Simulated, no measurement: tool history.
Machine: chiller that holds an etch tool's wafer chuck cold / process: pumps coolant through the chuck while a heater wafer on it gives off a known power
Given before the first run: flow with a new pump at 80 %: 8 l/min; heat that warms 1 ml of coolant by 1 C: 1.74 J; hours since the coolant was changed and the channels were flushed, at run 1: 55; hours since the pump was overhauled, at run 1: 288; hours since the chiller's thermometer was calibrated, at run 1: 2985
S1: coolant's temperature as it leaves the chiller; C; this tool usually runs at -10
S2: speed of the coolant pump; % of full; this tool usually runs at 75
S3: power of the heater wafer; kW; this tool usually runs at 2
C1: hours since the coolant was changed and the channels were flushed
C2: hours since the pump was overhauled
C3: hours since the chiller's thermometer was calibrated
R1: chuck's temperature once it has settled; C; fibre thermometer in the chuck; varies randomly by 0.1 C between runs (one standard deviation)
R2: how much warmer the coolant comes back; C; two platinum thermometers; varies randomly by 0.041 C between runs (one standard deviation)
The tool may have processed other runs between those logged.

run   hour   S1  S2     S3   C1   C2    C3    R1     R2
  1      0  -10  75      2   55  288  2985   9.5   9.33
  2   25.8  -10  75      2   81  314  3011   9.5   9.31
  3   45.9  -10  75      2  101  334  3031   9.5    9.4
  4   64.9  -10  75  1.412  120  353  3050   3.5   6.61
  5   90.2  -10  75  1.427  145  378  3075   3.6    6.7
  6  117.2  -10  75  1.427  172  405  3102   3.7   6.73
  7  141.7  -10  75      2  197  429  3127   9.4   9.39
  8    161  -10  75      2  216  449  3146   9.3   9.34
  9  184.2  -10  75      2  239  472  3169   9.4   9.45
 10  211.7  -10  92      2  267  500  3197   6.1   7.57
 11  236.7  -10  66      2  292  524  3222  11.8  10.65
 12  265.1  -10  66      2  320  553  3250    12  10.67
 13  290.6  -10  66      2  346  578  3276  11.8  10.78
 14    308  -10  66      2  363  596  3293  11.9  10.77
 15    322  -10  66      2  377  610  3307  11.7  10.65
 16  344.3  -10  66      2  399  632  3329  11.7  10.72
 17  364.6  -10  83  1.032  420  652  3350  -0.9   4.37
 18  388.9  -15  93  1.792  444  677  3374  -0.6   6.72
 19  404.3   -9  75  1.696  459  692  3389   7.5   7.97
 20    419  -15  70  2.573  474  707  3404  12.1     13
 21  450.4  -17  92  2.028  506  738  3435  -0.3   7.66
 22  468.9  -20  86      2  524  757  3454  -2.5   8.13
 23  491.8  -20  86      2  547  780  3477  -2.5   8.15
 24  519.5  -15  75      2  575  807  3504   4.5   9.37
 25  542.7   -6  94   1.44  598  831  3528   5.5   5.32
 26  568.5  -18  63  1.708  624  856  3553   1.4    9.6
 27  598.2  -18  63  2.718  653  886  3583  13.2  15.35
 28  620.8   -8  75      2  676  909  3606  11.8   9.36
 29  647.6  -19  75  1.491  703  935  3633  -4.4   7.05
 30    677  -19  75  1.491  732  965  3662  -4.5   7.05
 31  690.6  -19  75  1.491  746  978  3676  -4.4   7.12
 32  706.8   -1  75  1.137  762  995  3692  10.1   5.31

Consider 4 possible next runs. They are alternatives, not a sequence: every one starts from the tool as it was left by run 32. What does each give?
  A  721.6   -1  75  2.553  777  1009  3707   ?   ?
  B  721.6  -14  75  1.137  777  1009  3707   ?   ?
  C  721.6   -5  75  1.137  777  1009  3707   ?   ?
  D  721.6  -17  74  2.021  777  1009  3707   ?   ?

run    R1     R2
  A  24.3  12.01
  B    -3    5.4
  C   6.1   5.43
  D   2.9   9.61
Without the tool's unlogged condition, the same runs would have read:
run    R1     R2
  A  23.9  11.76
  B    -3   5.29
  C   6.1   5.32
  D   2.7   9.41
